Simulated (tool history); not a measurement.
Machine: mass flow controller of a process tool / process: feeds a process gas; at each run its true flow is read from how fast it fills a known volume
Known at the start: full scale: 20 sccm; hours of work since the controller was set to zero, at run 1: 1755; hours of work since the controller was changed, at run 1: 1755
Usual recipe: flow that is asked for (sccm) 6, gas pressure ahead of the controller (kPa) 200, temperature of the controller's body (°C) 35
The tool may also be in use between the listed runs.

run,hour,flow that is asked for (sccm),gas pressure ahead of the controller (kPa),temperature of the controller's body (°C),hours of work since the controller was set to zero,hours of work since the controller was changed,true flow (%)
1,0,6,200,35,1755,1755,96.49
2,54.2,6,200,35,1787,1787,96.52
3,121.8,6,200,35,1828,1828,96.43
4,168.3,6,200,35,1856,1856,96.47
5,221.3,6,274,35,1887,1887,96.59
6,281.6,6,274,35,1924,1924,96.47
7,336,6,274,35,1956,1956,96.4
8,387.5,6,274,35,1987,1987,96.51
9,433.6,6,200,24,2014,2014,97.41
10,534.8,6,200,24,2075,2075,97.37
11,634.7,12,229,21,2135,2135,98.76
12,736.5,12,202,22,2196,2196,98.33
13,814.8,12,202,22,2243,2243,98.5
14,861.9,5,156,37,2271,2271,95.47
15,913.9,5,156,37,2302,2302,95.43
16,1009.8,5,156,37,2359,2359,95.44
17,1084.5,6,200,21,2404,2404,97.39
18,1167.7,9,200,24,2454,2454,97.51

What if the next run were any one of these 4? Each begins from the tool's condition after run 18:
A,1262,9,149,24,2510,2510,?
B,1262,6,200,26,2510,2510,?
C,1262,9,165,27,2510,2510,?
D,1262,3,211,35,2510,2510,?

run,true flow (%)
A,97.42
B,96.69
C,96.91
D,95.19
The same runs, with their run-to-run variation unchanged, on a tool lacking any hidden condition would have given:
run,true flow (%)
A,98.24
B,97.52
C,97.73
D,96.01

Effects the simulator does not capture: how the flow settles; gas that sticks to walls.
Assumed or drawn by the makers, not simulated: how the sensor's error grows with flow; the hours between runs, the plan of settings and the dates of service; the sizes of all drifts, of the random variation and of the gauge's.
